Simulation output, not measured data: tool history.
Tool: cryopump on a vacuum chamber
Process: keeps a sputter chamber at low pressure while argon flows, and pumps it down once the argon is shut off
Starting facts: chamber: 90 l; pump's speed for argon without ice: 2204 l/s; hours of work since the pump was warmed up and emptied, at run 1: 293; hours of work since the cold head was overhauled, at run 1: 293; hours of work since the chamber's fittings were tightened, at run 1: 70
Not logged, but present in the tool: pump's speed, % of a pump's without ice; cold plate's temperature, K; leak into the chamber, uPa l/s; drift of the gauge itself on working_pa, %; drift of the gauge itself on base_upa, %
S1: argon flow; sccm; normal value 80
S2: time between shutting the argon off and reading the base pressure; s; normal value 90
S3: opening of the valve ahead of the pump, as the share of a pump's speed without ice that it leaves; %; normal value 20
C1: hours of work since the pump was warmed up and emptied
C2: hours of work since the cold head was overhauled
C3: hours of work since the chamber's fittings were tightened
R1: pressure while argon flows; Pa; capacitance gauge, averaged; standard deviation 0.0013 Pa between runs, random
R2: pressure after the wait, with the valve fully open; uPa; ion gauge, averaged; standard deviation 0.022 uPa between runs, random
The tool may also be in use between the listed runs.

Run 1, hour 0: usual settings; C1 293; C2 293; C3 70. Result: R1 0.3137 Pa, R2 0.73 uPa.
Run 2, hour 12.2: usual settings; C1 298; C2 298; C3 75. Result: R1 0.3141 Pa, R2 0.76 uPa.
Run 3, hour 28: usual settings; C1 305; C2 305; C3 82. Result: R1 0.3172 Pa, R2 0.72 uPa.
Run 4, hour 35.6: usual settings but S2 125 s; C1 308; C2 308; C3 85. Result: R1 0.3145 Pa, R2 0.66 uPa.
Run 5, hour 47.7: usual settings but S2 125 s; C1 313; C2 313; C3 91. Result: R1 0.316 Pa, R2 0.59 uPa.
Run 6, hour 57.4: usual settings but S2 54 s; C1 318; C2 318; C3 95. Result: R1 0.315 Pa, R2 1.12 uPa.
Run 7, hour 66.1: usual settings; C1 321; C2 321; C3 99. Result: R1 0.3139 Pa, R2 0.74 uPa.
Run 8, hour 74.3: usual settings; C1 325; C2 325; C3 102. Result: R1 0.3177 Pa, R2 0.77 uPa.
Run 9, hour 83.2: usual settings but S1 44 sccm; C1 329; C2 329; C3 106. Result: R1 0.1739 Pa, R2 0.77 uPa.
Run 10, hour 95.9: usual settings but S1 44 sccm; C1 334; C2 334; C3 112. Result: R1 0.1722 Pa, R2 0.8 uPa.
Run 11, hour 107.7: usual settings but S1 44 sccm; C1 339; C2 339; C3 117. Result: R1 0.1735 Pa, R2 0.79 uPa.
Run 12, hour 124.2: usual settings but S2 91 s; C1 347; C2 347; C3 124. Result: R1 0.3164 Pa, R2 0.7 uPa.
Run 13, hour 138.4: usual settings but S2 91 s; C1 353; C2 353; C3 130. Result: R1 0.3147 Pa, R2 0.78 uPa.
Run 14, hour 155.8: usual settings; C1 360; C2 360; C3 138. Result: R1 0.3168 Pa, R2 0.79 uPa.
Run 15, hour 165.5: usual settings; C1 365; C2 365; C3 142. Result: R1 0.3161 Pa, R2 0.76 uPa.
Run 16, hour 176.1: usual settings but S1 110 sccm; C1 369; C2 369; C3 146. Result: R1 0.4339 Pa, R2 0.81 uPa.
Run 17, hour 192.3: usual settings but S1 110 sccm; C1 376; C2 376; C3 153. Result: R1 0.432 Pa, R2 0.79 uPa.
Run 18, hour 203.1: usual settings but S1 110 sccm, S2 22 s, S3 21 %; C1 381; C2 381; C3 158. Result: R1 0.4166 Pa, R2 2.35 uPa.
Run 19, hour 212.1: usual settings but S1 48 sccm, S2 28 s, S3 52 %; C1 385; C2 385; C3 162. Result: R1 0.0765 Pa, R2 1.95 uPa.
Run 20, hour 227: usual settings but S3 27 %; C1 391; C2 391; C3 168. Result: R1 0.2362 Pa, R2 0.81 uPa.
Run 21, hour 242.1: usual settings but S3 27 %; C1 398; C2 398; C3 175. Result: R1 0.2379 Pa, R2 0.81 uPa.
Run 22, hour 255.9: usual settings but S3 27 %; C1 404; C2 404; C3 181. Result: R1 0.2371 Pa, R2 0.81 uPa.
Run 23, hour 268: usual settings but S3 27 %; C1 409; C2 409; C3 186. Result: R1 0.2388 Pa, R2 0.84 uPa.
Run 24, hour 279.1: usual settings but S1 62 sccm; C1 414; C2 414; C3 191. Result: R1 0.2443 Pa, R2 0.81 uPa.
Run 25, hour 292.5: usual settings but S1 50 sccm, S2 58 s; C1 420; C2 420; C3 197. Result: R1 0.1988 Pa, R2 1.13 uPa.
Run 26, hour 310.5: usual settings but S1 50 sccm, S2 58 s; C1 428; C2 428; C3 205. Result: R1 0.1987 Pa, R2 1.13 uPa.
Run 27, hour 326.2: usual settings but S1 50 sccm, S2 58 s; C1 434; C2 434; C3 212. Result: R1 0.1987 Pa, R2 1.2 uPa.
Run 28, hour 341.7: usual settings but S1 59 sccm, S2 31 s, S3 21 %; C1 441; C2 441; C3 218. Result: R1 0.2238 Pa, R2 1.86 uPa.
Run 29, hour 359.5: usual settings but S1 59 sccm, S2 51 s, S3 21 %; C1 449; C2 449; C3 226. Result: R1 0.2248 Pa, R2 1.32 uPa.
Run 30, hour 367.7: usual settings but S1 111 sccm, S2 290 s, S3 40 %; C1 452; C2 452; C3 230. Result: R1 0.2286 Pa, R2 0.51 uPa.
Run 31, hour 375.8: usual settings but S1 92 sccm, S2 290 s, S3 26 %; C1 456; C2 456; C3 233. Result: R1 0.2842 Pa, R2 0.5 uPa.
Run 32, hour 386.9: usual settings but S1 48 sccm, S2 87 s, S3 27 %; C1 461; C2 461; C3 238. Result: R1 0.1432 Pa, R2 0.93 uPa.
Run 33, hour 399.4: usual settings but S1 48 sccm, S2 87 s, S3 27 %; C1 466; C2 466; C3 243. Result: R1 0.1425 Pa, R2 0.93 uPa.
Run 34, hour 413.9: usual settings but S1 48 sccm, S2 87 s, S3 27 %; C1 472; C2 472; C3 250. Result: R1 0.1437 Pa, R2 0.9 uPa.

Branching from run 34: 3 alternative next runs. What would each branch give?
Run A, hour 430.9: usual settings but S1 49 sccm, S2 43 s, S3 35 %; C1 480; C2 480; C3 257. Result: R1 ?, R2 ?.
Run B, hour 430.9: usual settings but S1 87 sccm; C1 480; C2 480; C3 257. Result: R1 ?, R2 ?.
Run C, hour 430.9: usual settings but S1 99 sccm, S2 87 s, S3 27 %; C1 480; C2 480; C3 257. Result: R1 ?, R2 ?.

run      R1    R2
  A  0.1147  1.47
  B  0.3481  0.94
  C  0.2947  0.87
With no hidden state in the tool, these same runs would have given:
run      R1    R2
  A  0.1073  1.22
  B  0.3349  0.69
  C  0.2798  0.63
